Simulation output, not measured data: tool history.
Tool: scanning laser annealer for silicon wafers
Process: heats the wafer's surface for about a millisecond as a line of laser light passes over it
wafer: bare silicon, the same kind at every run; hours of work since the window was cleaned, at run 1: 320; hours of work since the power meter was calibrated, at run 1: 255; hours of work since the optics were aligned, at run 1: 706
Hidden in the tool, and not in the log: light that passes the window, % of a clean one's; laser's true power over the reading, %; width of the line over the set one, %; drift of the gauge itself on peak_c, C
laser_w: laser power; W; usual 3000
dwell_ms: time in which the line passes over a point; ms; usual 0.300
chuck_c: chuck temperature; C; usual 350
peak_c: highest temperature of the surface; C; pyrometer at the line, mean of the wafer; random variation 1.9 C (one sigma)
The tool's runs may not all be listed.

run   hour  laser_w  dwell_ms  chuck_c  hours of work since the window was cleaned  hours of work since the power meter was calibrated  hours of work since the optics were aligned  peak_c
  1    0.0     3000     0.300      350                                         320                                                 255                                          706    1124
  2    5.9     3000     0.300      350                                         324                                                 259                                          710    1125
  3   14.6     3000     0.300      350                                         330                                                 264                                          716    1125
  4   22.6     3000     0.300      371                                         335                                                 270                                          721    1147
  5   31.3     3000     0.300      371                                         341                                                 275                                          727    1146
  6   36.0     3000     0.300      371                                         344                                                 278                                          730    1144
  7   45.3     3000     0.300      371                                         350                                                 285                                          736    1144
  8   54.2     3000     0.300      371                                         356                                                 291                                          742    1145
  9   62.9     3000     0.300      371                                         361                                                 296                                          747    1145
 10   67.7     3000     0.300      371                                         365                                                 299                                          751    1144
 11   72.8     3000     0.300      371                                         368                                                 303                                          754    1144
 12   83.4     3000     0.300      371                                         375                                                 310                                          761    1145
 13   91.7     3000     0.300      315                                         381                                                 315                                          767    1087
 14  100.4     3000     0.300      315                                         386                                                 321                                          772    1085
 15  108.6     2769     0.300      371                                         392                                                 326                                          778    1092
 16  117.0     3000     0.307      350                                         397                                                 332                                          783    1129
 17  123.5     3164     0.307      317                                         402                                                 336                                          788    1139
 18  133.7     3000     0.260      350                                         408                                                 343                                          794    1064
 19  139.2     3000     0.260      350                                         412                                                 347                                          798    1064
 20  144.9     2605     0.300      344                                         416                                                 350                                          802    1019
 21  155.0     2605     0.300      344                                         422                                                 357                                          808    1020
 22  163.0     2551     0.300      357                                         428                                                 362                                          814    1017
 23  168.2     2551     0.300      357                                         431                                                 366                                          817    1021
 24  178.5     3297     0.279      341                                         438                                                 373                                          824    1145
 25  185.1     3029     0.339      350                                         442                                                 377                                          828    1175
 26  195.2     2758     0.300      327                                         449                                                 384                                          835    1036
 27  201.3     3000     0.235      350                                         453                                                 388                                          839    1024
     207.5  -- window over the wafer cleaned
 28  213.4     3213     0.300      384                                           4                                                 394                                          846    1233

Measured less the same run without the tool's hidden state. The same run-to-run variation is in both; the gauge's scatter may not be:
run  peak_c
  1     -33
  2     -33
  3     -33
  4     -34
  5     -35
  6     -34
  7     -35
  8     -36
  9     -36
 10     -36
 11     -37
 12     -37
 13     -38
 14     -38
 15     -36
 16     -39
 17     -42
 18     -37
 19     -37
 20     -36
 21     -36
 22     -36
 23     -36
 24     -44
 25     -45
 26     -40
 27     -38
 28     -13
